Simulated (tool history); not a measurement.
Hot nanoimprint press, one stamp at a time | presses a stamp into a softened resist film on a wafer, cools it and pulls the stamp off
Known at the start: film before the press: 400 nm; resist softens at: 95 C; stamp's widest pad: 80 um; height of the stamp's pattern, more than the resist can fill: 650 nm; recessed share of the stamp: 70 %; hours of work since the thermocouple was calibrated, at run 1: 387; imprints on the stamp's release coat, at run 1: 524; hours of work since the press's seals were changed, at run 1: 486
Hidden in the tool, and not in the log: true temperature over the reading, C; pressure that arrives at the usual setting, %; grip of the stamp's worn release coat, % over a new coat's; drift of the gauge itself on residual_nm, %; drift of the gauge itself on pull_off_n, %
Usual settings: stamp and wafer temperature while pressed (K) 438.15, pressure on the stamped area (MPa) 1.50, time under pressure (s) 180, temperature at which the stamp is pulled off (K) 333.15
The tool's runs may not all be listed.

run   hour  stamp and wafer temperature while pressed (K)  pressure on the stamped area (MPa)  time under pressure (s)  temperature at which the stamp is pulled off (K)  hours of work since the thermocouple was calibrated  imprints on the stamp's release coat  hours of work since the press's seals were changed  resist left under the stamp's widest pad (Å)  greatest force while the stamp is pulled off (N)
  1    0.0                                         438.15                                1.50                      180                                            333.15                                                  387                                   524                                                 486                                          2065                                               201
      47.2  -- press's hydraulic seals changed and the load cell set to zero
  2   47.5                                         438.15                                1.50                      180                                            333.15                                                  418                                   694                                                   0                                          2061                                               216
  3   72.6                                         438.15                                2.28                      180                                            333.15                                                  437                                   802                                                  20                                          1644                                               221
  4  106.2                                         430.15                                2.28                      180                                            333.15                                                  464                                   947                                                  46                                          2505                                               218
  5  126.8                                         438.15                                1.50                      180                                            333.15                                                  480                                  1035                                                  62                                          2042                                               234
  6  166.5                                         438.15                                1.50                      180                                            333.15                                                  511                                  1206                                                  93                                          2076                                               242
  7  201.4                                         438.15                                1.50                      180                                            333.15                                                  538                                  1356                                                 120                                          2105                                               248
     219.5  -- plate thermocouple calibrated
  8  234.6                                         429.15                                1.50                      180                                            333.15                                                   12                                  1486                                                 144                                          3139                                               258
  9  276.0                                         431.15                                1.50                      180                                            333.15                                                   44                                  1664                                                 176                                          2918                                               273
 10  295.2                                         438.15                                2.15                      180                                            333.15                                                   59                                  1747                                                 191                                          1881                                               286
 11  329.3                                         438.15                                1.98                      180                                            333.15                                                   86                                  1893                                                 218                                          1962                                               275
 12  360.0                                         438.15                                1.98                      180                                            333.15                                                  110                                  2026                                                 242                                          1992                                               300
 13  385.0                                         438.15                                0.93                      180                                            333.15                                                  129                                  2133                                                 262                                          2708                                               310
 14  407.2                                         438.15                                0.93                      180                                            333.15                                                  147                                  2229                                                 279                                          2712                                               315
 15  451.8                                         438.15                                0.93                      180                                            333.15                                                  182                                  2420                                                 314                                          2724                                               327
     469.5  -- stamp cleaned and given a new release coat
     495.4  -- plate thermocouple calibrated, once more
 16  501.9                                         438.15                                0.93                      180                                            333.15                                                    5                                   126                                                 346                                          2284                                               183
 17  532.9                                         438.15                                0.93                      180                                            333.15                                                   29                                   260                                                 370                                          2295                                               180
 18  553.3                                         429.15                                0.93                      118                                            333.15                                                   45                                   347                                                 386                                          3382                                               175
 19  575.0                                         447.15                                1.20                      180                                            326.15                                                   62                                   441                                                 403                                          1358                                               222
 20  606.3                                         449.15                                1.50                      180                                            333.15                                                   87                                   576                                                 428                                          1110                                               194
 21  646.7                                         437.15                                1.50                      127                                            333.15                                                  118                                   749                                                 459                                          2222                                               199
 22  680.3                                         438.15                                0.95                      180                                            333.15                                                  145                                   894                                                 485                                          2311                                               216
     728.9  -- press's hydraulic seals changed and the load cell set to zero
 23  732.4                                         430.15                                1.91                      180                                            333.15                                                  179                                  1084                                                   3                                          2488                                               218
 24  770.6                                         430.15                                1.91                      180                                            333.15                                                  209                                  1248                                                  33                                          2456                                               228
 25  792.3                                         438.15                                1.33                      154                                            333.15                                                  226                                  1341                                                  50                                          2121                                               242
 26  825.3                                         427.15                                1.50                      216                                            333.15                                                  252                                  1484                                                  75                                          2938                                               235
 27  849.4                                         427.15                                1.50                      216                                            333.15                                                  270                                  1587                                                  94                                          2963                                               250
 28  873.7                                         427.15                                1.22                      216                                            335.15                                                  289                                  1692                                                 113                                          3116                                               238
 29  908.6                                         433.15                                1.50                      180                                            332.15                                                  317                                  1842                                                 141                                          2433                                               271

Hidden state at the last listed run before each entry between runs and at the first one after, where it differs:
Between runs 1 and 2: press's hydraulic seals changed and the load cell set to zero (hour 47.2)
  true temperature over the reading, C: -1.76 -> -1.88; pressure that arrives at the usual setting, %: 99.11 -> 99.85; grip of the stamp's worn release coat, % over a new coat's: 13.9 -> 18.5
  measured less the result without the state, resist left under the stamp's widest pad (Å): +172 -> +177; greatest force while the stamp is pulled off (N): +34 -> +44
Between runs 7 and 8: plate thermocouple calibrated (hour 219.5)
  true temperature over the reading, C: -2.36 -> -3.71; pressure that arrives at the usual setting, %: 99.57 -> 99.52; grip of the stamp's worn release coat, % over a new coat's: 37 -> 40.7
  measured less the result without the state, resist left under the stamp's widest pad (Å): +225 -> +376; greatest force while the stamp is pulled off (N): +79 -> +92
Between runs 15 and 16: stamp cleaned and given a new release coat (hour 469.5); plate thermocouple calibrated, once more (hour 495.4)
  true temperature over the reading, C: -4.39 -> 0.26; pressure that arrives at the usual setting, %: 99.14 -> 99.07; grip of the stamp's worn release coat, % over a new coat's: 68.3 -> 3.3
  measured less the result without the state, resist left under the stamp's widest pad (Å): +435 -> -20; greatest force while the stamp is pulled off (N): +155 -> +4
Between runs 22 and 23: press's hydraulic seals changed and the load cell set to zero (hour 728.9)
  true temperature over the reading, C: -0.32 -> -0.46; pressure that arrives at the usual setting, %: 98.76 -> 100.28; grip of the stamp's worn release coat, % over a new coat's: 24 -> 29.3
  measured less the result without the state, resist left under the stamp's widest pad (Å): +39 -> +46; greatest force while the stamp is pulled off (N): +43 -> +51
